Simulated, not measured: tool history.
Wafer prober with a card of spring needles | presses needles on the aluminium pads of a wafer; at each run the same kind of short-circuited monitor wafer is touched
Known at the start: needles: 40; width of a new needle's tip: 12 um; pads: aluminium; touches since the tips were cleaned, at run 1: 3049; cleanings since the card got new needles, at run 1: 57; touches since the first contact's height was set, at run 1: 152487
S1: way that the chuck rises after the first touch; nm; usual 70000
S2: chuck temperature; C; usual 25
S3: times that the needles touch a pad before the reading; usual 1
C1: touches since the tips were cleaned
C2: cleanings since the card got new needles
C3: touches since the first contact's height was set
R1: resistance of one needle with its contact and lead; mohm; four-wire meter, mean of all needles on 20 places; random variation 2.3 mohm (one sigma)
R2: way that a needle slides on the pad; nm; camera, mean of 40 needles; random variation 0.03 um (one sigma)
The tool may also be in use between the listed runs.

run    hour     S1  S2  S3    C1   C2      C3   R1     R2
  1     0.0  70000  25   1  3049   57  152487  415  10570
        6.7  -- tips cleaned on abrasive film
       23.2  -- tips cleaned on abrasive film
       39.7  -- tips cleaned on abrasive film
       56.2  -- tips cleaned on abrasive film
       72.1  -- tips cleaned on abrasive film
  2    72.1  70000  25   1     0   62  181630  288  10590
       88.6  -- tips cleaned on abrasive film
      105.1  -- tips cleaned on abrasive film
      121.6  -- tips cleaned on abrasive film
      138.1  -- tips cleaned on abrasive film
  3   138.5  70000  77   1   164   66  208479  312  10420
      151.7  -- tips cleaned on abrasive film
      168.2  -- tips cleaned on abrasive film
      168.5  -- height of the first contact set anew
      185.0  -- tips cleaned on abrasive film
      201.5  -- tips cleaned on abrasive film
      218.0  -- tips cleaned on abrasive film
  4   222.3  70000  25   1  1728   71   21742  387  10860
      232.2  -- tips cleaned on abrasive film, once more
      248.7  -- tips cleaned on abrasive film
      265.2  -- tips cleaned on abrasive film
      281.7  -- tips cleaned on abrasive film
  5   285.2  70000  25   1  1418   75   47178  375  10850
      295.1  -- tips cleaned on abrasive film
      311.6  -- tips cleaned on abrasive film
      328.1  -- tips cleaned on abrasive film
      344.6  -- tips cleaned on abrasive film
  6   346.3  70000  25   1   702   79   71894  332  10760
      359.5  -- tips cleaned on abrasive film
      376.0  -- tips cleaned on abrasive film
      392.5  -- tips cleaned on abrasive film
      409.0  -- tips cleaned on abrasive film
      425.5  -- tips cleaned on abrasive film
      442.0  -- tips cleaned on abrasive film
  7   442.2  70000  25   1    82   85  110670  298  10720
      455.4  -- tips cleaned on abrasive film
      468.7  -- tips cleaned on abrasive film
      485.2  -- tips cleaned on abrasive film
  8   494.2  70000  25   1  3696   88  131713  451  10650
      500.9  -- tips cleaned on abrasive film
      514.1  -- tips cleaned on abrasive film
      530.6  -- tips cleaned on abrasive film
      547.1  -- tips cleaned on abrasive film
  9   550.2  70000  25   1  1276   92  154337  380  10650
      563.5  -- tips cleaned on abrasive film
      580.0  -- tips cleaned on abrasive film
      596.5  -- tips cleaned on abrasive film
      613.0  -- tips cleaned on abrasive film
 10   619.8  70000  46   2  2784   96  182471  373  10540
      626.5  -- tips cleaned on abrasive film
      643.0  -- tips cleaned on abrasive film
      659.5  -- tips cleaned on abrasive film
      676.0  -- tips cleaned on abrasive film
      692.4  -- tips cleaned on abrasive film
 11   693.2  50000  25   2   316  101  212146  326   7390
      706.4  -- tips cleaned on abrasive film
      716.6  -- height of the first contact set anew
      723.2  -- tips cleaned on abrasive film
 12   734.0  54000  25   1  4368  103    7038  580   8380
      737.3  -- tips cleaned on abrasive film
      753.8  -- tips cleaned on abrasive film
      770.3  -- tips cleaned on abrasive film
 13   776.1  86000  49   2  2347  106   24063  335  13310
      786.0  -- tips cleaned on abrasive film
      802.5  -- tips cleaned on abrasive film
      819.0  -- tips cleaned on abrasive film
      832.3  -- tips cleaned on abrasive film
 14   832.7  70000  25   2   186  110   46932  289  10810
      845.9  -- tips cleaned on abrasive film
      859.2  -- tips cleaned on abrasive film
      875.7  -- tips cleaned on abrasive film
      892.2  -- tips cleaned on abrasive film
      905.4  -- tips cleaned on abrasive film
 15   906.4  70000  25   2   422  115   76714  300  10740
      919.6  -- tips cleaned on abrasive film
      936.1  -- tips cleaned on abrasive film
      949.3  -- tips cleaned on abrasive film
      965.8  -- tips cleaned on abrasive film
      982.3  -- tips cleaned on abrasive film
      995.5  -- tips cleaned on abrasive film
 16  1004.0  56000  60   1  3439  121  116178  534   8500
     1010.7  -- tips cleaned on abrasive film
     1027.2  -- tips cleaned on abrasive film
     1043.6  -- tips cleaned on abrasive film
 17  1055.5  80000  25   2  4812  124  137001  372  12220
     1058.8  -- tips cleaned on abrasive film
     1075.3  -- tips cleaned on abrasive film
     1091.8  -- tips cleaned on abrasive film
     1108.3  -- tips cleaned on abrasive film
     1124.8  -- tips cleaned on abrasive film
     1139.9  -- tips cleaned on abrasive film
 18  1139.9  80000  25   2     0  130  171129  279  12110

Forecast each of these 5 alternatives for the next run:
     1153.2  -- tips cleaned on abrasive film
     1166.4  -- tips cleaned on abrasive film
     1182.9  -- tips cleaned on abrasive film
     1199.4  -- tips cleaned on abrasive film
  A  1206.0  80000  43   2  2688  134  197835   ?   ?
     1153.2  -- tips cleaned on abrasive film
     1166.4  -- tips cleaned on abrasive film
     1182.9  -- tips cleaned on abrasive film
     1199.4  -- tips cleaned on abrasive film
  B  1206.0  58000  43   1  2688  134  197835   ?   ?
     1153.2  -- tips cleaned on abrasive film
     1166.4  -- tips cleaned on abrasive film
     1182.9  -- tips cleaned on abrasive film
     1199.4  -- tips cleaned on abrasive film
  C  1206.0  80000  25   2  2688  134  197835   ?   ?
     1153.2  -- tips cleaned on abrasive film
     1166.4  -- tips cleaned on abrasive film
     1182.9  -- tips cleaned on abrasive film
     1199.4  -- tips cleaned on abrasive film
  D  1206.0  70000  25   2  2688  134  197835   ?   ?
     1153.2  -- tips cleaned on abrasive film
     1166.4  -- tips cleaned on abrasive film
     1182.9  -- tips cleaned on abrasive film
     1199.4  -- tips cleaned on abrasive film
  E  1206.0  57000  41   1  2688  134  197835   ?   ?

run   R1     R2
  A  350  12020
  B  511   8680
  C  357  12080
  D  371  10490
  E  521   8530
Without the tool's hidden state the same runs would have given:
run   R1     R2
  A  269  12380
  B  275   9040
  C  272  12440
  D  266  10850
  E  275   8890
